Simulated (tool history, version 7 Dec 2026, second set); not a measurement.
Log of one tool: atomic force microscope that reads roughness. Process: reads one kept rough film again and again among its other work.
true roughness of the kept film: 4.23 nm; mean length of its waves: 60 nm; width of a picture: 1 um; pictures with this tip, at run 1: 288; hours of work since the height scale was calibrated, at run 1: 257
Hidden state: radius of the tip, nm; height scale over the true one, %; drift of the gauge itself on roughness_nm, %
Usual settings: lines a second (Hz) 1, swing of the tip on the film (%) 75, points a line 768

run,hour,lines a second (Hz),swing of the tip on the film (%),points a line,pictures with this tip,hours of work since the height scale was calibrated,roughness of the kept film (nm (root mean square))
1,0,1,75,768,288,257,3.984
2,17.7,1,75,768,310,268,3.961
3,36.6,1,75,768,333,280,3.985
4,53.3,1,75,768,353,291,3.961
# hour 76.7: new tip fitted
5,85.9,1,75,768,11,311,3.999
6,114.7,1,75,768,46,329,3.97
7,128.3,1,75,768,63,338,4.03
8,160,3.02,75,768,101,358,3.731
9,190.9,3.03,57,768,139,378,3.985
10,218.6,0.85,75,487,173,395,3.998

Run 11 comes next. What will it give?
11,236.9,2.34,75,570,195,407,?

Run 11 gave roughness of the kept film (nm (root mean square)) 3.784.
Without the tool's hidden state the same run would have given roughness of the kept film (nm (root mean square)) 3.791.
